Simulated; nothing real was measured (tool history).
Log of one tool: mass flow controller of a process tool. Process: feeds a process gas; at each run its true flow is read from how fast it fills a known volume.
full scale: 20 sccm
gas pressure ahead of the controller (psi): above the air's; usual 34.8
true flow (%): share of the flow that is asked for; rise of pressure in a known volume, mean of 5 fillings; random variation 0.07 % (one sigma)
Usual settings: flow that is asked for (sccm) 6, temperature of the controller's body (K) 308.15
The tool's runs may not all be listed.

| run | hour | flow that is asked for (sccm) | gas pressure ahead of the controller (psi) | temperature of the controller's body (K) | true flow (%) |
|---|---|---|---|---|---|
| 1 | 0.0 | 6 | 34.8 | 308.15 | 96.85 |
| 2 | 110.1 | 6 | 34.8 | 308.15 | 96.80 |
| 3 | 271.9 | 6 | 34.8 | 308.15 | 96.77 |
| 4 | 354.6 | 6 | 34.8 | 308.15 | 96.81 |
| 5 | 497.2 | 6 | 34.8 | 308.15 | 96.83 |
| 6 | 578.3 | 6 | 22.8 | 308.15 | 96.96 |
| 7 | 687.5 | 6 | 22.8 | 308.15 | 97.03 |
| 8 | 824.5 | 6 | 25.7 | 308.15 | 96.91 |
|  | 856.2 | controller exchanged for a calibrated one |
| 9 | 918.2 | 6 | 34.8 | 308.15 | 98.20 |
| 10 | 1000.2 | 6 | 34.8 | 308.15 | 98.08 |
| 11 | 1071.7 | 6 | 34.8 | 308.15 | 98.04 |
| 12 | 1198.9 | 6 | 34.8 | 308.15 | 98.05 |
| 13 | 1289.5 | 6 | 34.8 | 308.15 | 98.02 |
| 14 | 1451.6 | 6 | 24.2 | 308.15 | 98.21 |
| 15 | 1518.0 | 6 | 34.8 | 308.15 | 97.85 |
| 16 | 1608.3 | 6 | 34.8 | 308.15 | 97.95 |
| 17 | 1675.8 | 6 | 34.8 | 308.15 | 97.92 |
| 18 | 1805.0 | 7 | 34.8 | 295.15 | 97.57 |
| 19 | 1895.1 | 6 | 35.7 | 309.15 | 97.95 |
| 20 | 2023.1 | 6 | 21.2 | 297.15 | 97.62 |
| 21 | 2096.2 | 6 | 27.6 | 303.15 | 97.93 |
| 22 | 2259.6 | 10 | 30.6 | 311.15 | 98.56 |
| 23 | 2423.6 | 10 | 30.6 | 311.15 | 98.58 |
| 24 | 2496.6 | 5 | 39.6 | 311.15 | 97.85 |
| 25 | 2631.4 | 14 | 34.8 | 308.15 | 98.75 |
| 26 | 2789.9 | 14 | 34.8 | 308.15 | 98.71 |
| 27 | 2937.7 | 14 | 34.8 | 308.15 | 98.53 |
| 28 | 3017.7 | 6 | 30.7 | 298.15 | 97.26 |
| 29 | 3174.7 | 6 | 34.8 | 294.15 | 97.04 |
| 30 | 3301.5 | 6 | 34.8 | 295.15 | 97.08 |
| 31 | 3450.0 | 3 | 38.1 | 297.15 | 97.37 |
| 32 | 3539.0 | 2 | 30.5 | 297.15 | 98.17 |
| 33 | 3685.7 | 3 | 24.4 | 297.15 | 97.61 |
| 34 | 3772.7 | 3 | 24.4 | 297.15 | 97.67 |

Forecast each of these 5 alternatives for the next run:
| A | 3885.0 | 7 | 34.8 | 293.15 | ? |
| B | 3885.0 | 4 | 30.0 | 308.15 | ? |
| C | 3885.0 | 3 | 24.4 | 302.15 | ? |
| D | 3885.0 | 2 | 39.2 | 296.15 | ? |
| E | 3885.0 | 6 | 22.9 | 308.15 | ? |

| run | true flow (%) |
|---|---|
| A | 96.85 |
| B | 97.81 |
| C | 97.97 |
| D | 98.20 |
| E | 97.70 |
Without the tool's hidden state the same runs would have given:
| run | true flow (%) |
|---|---|
| A | 97.63 |
| B | 98.03 |
| C | 97.75 |
| D | 97.09 |
| E | 98.36 |
